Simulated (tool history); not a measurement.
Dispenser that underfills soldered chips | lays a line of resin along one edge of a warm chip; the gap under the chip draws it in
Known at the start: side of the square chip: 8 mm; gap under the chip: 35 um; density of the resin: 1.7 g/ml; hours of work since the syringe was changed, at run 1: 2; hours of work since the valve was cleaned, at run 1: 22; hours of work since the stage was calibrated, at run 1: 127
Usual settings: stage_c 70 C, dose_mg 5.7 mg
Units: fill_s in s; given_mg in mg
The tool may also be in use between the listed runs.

run,hour,stage_c,dose_mg,hours of work since the syringe was changed,hours of work since the valve was cleaned,hours of work since the stage was calibrated,fill_s,given_mg
1,0,70,5.7,2,22,127,84,5.634
2,7.9,70,5.88,7,27,132,103.2,5.805
# hour 9: new syringe of resin
3,15.3,70,5.7,4,31,137,92.2,5.616
# hour 19.9: new syringe of resin
4,24,70,6.19,3,37,142,86.2,6.083
# hour 31.4: new syringe of resin
5,31.5,70,6.65,0,41,147,76.4,6.535
6,39.9,68,6.65,5,46,152,106.9,6.516
# hour 42.8: new syringe of resin
7,47.6,70,6.18,3,51,157,86.5,6.04
# hour 53.9: new syringe of resin
# hour 58.6: dispensing valve cleaned and set on the balance
8,60.8,70,6.18,4,1,164,90.4,6.159
# hour 66.1: new syringe of resin
9,68.8,72,6.18,2,6,169,75.5,6.152
# hour 77.6: new syringe of resin
10,78.9,70,5.7,1,13,175,80.7,5.662
11,86.1,70,5.7,5,17,180,99,5.658
# hour 88.7: new syringe of resin
12,93.5,75,6.34,3,22,184,69,6.26
# hour 100: new syringe of resin
13,101.3,81,6.91,1,26,189,46,6.821
14,108.6,62,4.87,5,31,194,162.8,4.799
# hour 111.7: new syringe of resin
15,119.8,70,5.72,5,38,201,98.4,5.608
# hour 123: new syringe of resin
16,131.9,70,5.72,6,45,208,100.2,5.599
# hour 134: new syringe of resin
17,143.7,65,4.97,6,53,216,145.2,4.841
# hour 145: new syringe of resin
# hour 152.3: dispensing valve cleaned and set on the balance
# hour 157.3: new syringe of resin
18,157.6,65,4.82,0,3,223,107.8,4.82
# hour 169.1: new syringe of resin
19,169.9,64,6.95,1,11,231,113.2,6.913
# hour 180.5: new syringe of resin
20,181.3,71,7.17,0,18,238,75.9,7.117
# hour 191.4: new syringe of resin
21,194.3,71,7.17,2,26,246,79.3,7.101
# hour 202.3: new syringe of resin
22,206.4,65,5.41,3,33,254,120.2,5.323

5 ways to go on from here, each from the tool as it stands after run 22. What would each give?
# hour 213.7: new syringe of resin
A,214.5,82,5.26,0,38,259,?,?
# hour 213.7: new syringe of resin
B,214.5,85,5.35,0,38,259,?,?
# hour 213.7: new syringe of resin
C,214.5,67,4.86,0,38,259,?,?
# hour 213.7: new syringe of resin
D,214.5,77,6.16,0,38,259,?,?
# hour 213.7: new syringe of resin
E,214.5,60,7.19,0,38,259,?,?

run,fill_s,given_mg
A,46.7,5.173
B,39.3,5.255
C,101.3,4.797
D,57.7,6.054
E,137.4,7.067
Without the tool's hidden state the same runs would have given:
run,fill_s,given_mg
A,42.3,5.265
B,35.6,5.349
C,91.2,4.882
D,52.4,6.162
E,124.1,7.193
